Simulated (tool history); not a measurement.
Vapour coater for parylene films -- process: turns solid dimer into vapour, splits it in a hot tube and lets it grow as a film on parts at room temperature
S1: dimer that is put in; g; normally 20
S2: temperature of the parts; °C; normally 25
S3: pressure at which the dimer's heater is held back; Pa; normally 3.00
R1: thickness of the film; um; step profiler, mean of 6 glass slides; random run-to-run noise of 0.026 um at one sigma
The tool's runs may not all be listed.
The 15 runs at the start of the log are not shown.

| run | hour | S1 | S2 | S3 | R1 |
|---|---|---|---|---|---|
| 16 | 207.9 | 33 | 19 | 3.27 | 8.94 |
| 17 | 218.7 | 33 | 19 | 3.27 | 8.96 |
| 18 | 233.1 | 20 | 23 | 9.16 | 4.40 |
| 19 | 243.4 | 20 | 23 | 9.16 | 4.38 |
| 20 | 253.3 | 13 | 20 | 2.06 | 3.69 |
| 21 | 275.3 | 15 | 31 | 3.00 | 3.34 |
| 22 | 293.5 | 26 | 22 | 3.00 | 6.76 |
| 23 | 311.4 | 21 | 19 | 11.66 | 4.81 |
| 24 | 334.5 | 19 | 19 | 2.59 | 5.26 |
| 25 | 352.5 | 17 | 25 | 3.00 | 4.22 |
| 26 | 373.8 | 17 | 25 | 3.00 | 4.18 |
| 27 | 386.4 | 17 | 25 | 3.00 | 4.23 |
| 28 | 406.0 | 11 | 27 | 6.16 | 2.37 |
| 29 | 425.3 | 28 | 30 | 2.39 | 6.55 |
| 30 | 434.8 | 28 | 30 | 2.39 | 6.50 |

What if the next run were any one of these 3? Each begins from the tool's condition after run 30:
| A | 446.5 | 16 | 19 | 5.78 | ? |
| B | 446.5 | 13 | 30 | 7.03 | ? |
| C | 446.5 | 20 | 25 | 3.92 | ? |

| run | R1 |
|---|---|
| A | 3.97 |
| B | 2.62 |
| C | 4.68 |
Take away the tool's hidden state, keep each run's random variation, and the runs would have read:
| run | R1 |
|---|---|
| A | 4.18 |
| B | 2.75 |
| C | 4.93 |
